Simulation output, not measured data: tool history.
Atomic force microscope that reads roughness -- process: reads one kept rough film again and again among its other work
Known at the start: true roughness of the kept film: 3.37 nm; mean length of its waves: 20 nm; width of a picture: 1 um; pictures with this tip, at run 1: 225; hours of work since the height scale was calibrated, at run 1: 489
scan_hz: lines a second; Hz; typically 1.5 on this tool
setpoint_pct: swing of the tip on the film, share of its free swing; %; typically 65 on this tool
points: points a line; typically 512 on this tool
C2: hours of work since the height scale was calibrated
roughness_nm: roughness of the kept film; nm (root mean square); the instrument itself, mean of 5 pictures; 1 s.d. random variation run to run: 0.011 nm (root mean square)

Run 1, day 0: usual settings; pictures with this tip 225; C2 489. Result: roughness_nm 1.902 nm (root mean square).
Run 2, day 0.708: usual settings; pictures with this tip 270; C2 502. Result: roughness_nm 1.794 nm (root mean square).
Run 3, day 2.029: usual settings; pictures with this tip 354; C2 526. Result: roughness_nm 1.643 nm (root mean square).
At day 2.308: new tip fitted.
Run 4, day 3.175: usual settings; pictures with this tip 55; C2 547. Result: roughness_nm 2.415 nm (root mean square).
Run 5, day 4.308: usual settings; pictures with this tip 127; C2 568. Result: roughness_nm 2.172 nm (root mean square).
Run 6, day 5.558: usual settings; pictures with this tip 207; C2 590. Result: roughness_nm 1.939 nm (root mean square).
Run 7, day 6.496: usual settings; pictures with this tip 266; C2 608. Result: roughness_nm 1.798 nm (root mean square).
Run 8, day 7.583: usual settings; pictures with this tip 335; C2 627. Result: roughness_nm 1.65 nm (root mean square).
At day 8.121: new tip fitted.
Run 9, day 8.475: usual settings; pictures with this tip 22; C2 643. Result: roughness_nm 2.534 nm (root mean square).
Run 10, day 9.571: usual settings; pictures with this tip 92; C2 663. Result: roughness_nm 2.292 nm (root mean square).
Run 11, day 10.6: usual settings; pictures with this tip 157; C2 682. Result: roughness_nm 2.078 nm (root mean square).
Run 12, day 11.517: usual settings; pictures with this tip 216; C2 699. Result: roughness_nm 1.935 nm (root mean square).
Run 13, day 12.525: usual settings; pictures with this tip 280; C2 717. Result: roughness_nm 1.789 nm (root mean square).

Estimate the outcome of run 14 from the log above:
Run 14, day 13.721: usual settings but scan_hz 1.93 Hz, setpoint_pct 86 %, points 374; pictures with this tip 355; C2 739. Result: roughness_nm ?.

Logged for run 14: roughness_nm 1.537 nm (root mean square).
Had the tool carried no hidden state, the very same run would have given roughness_nm 2.501 nm (root mean square).
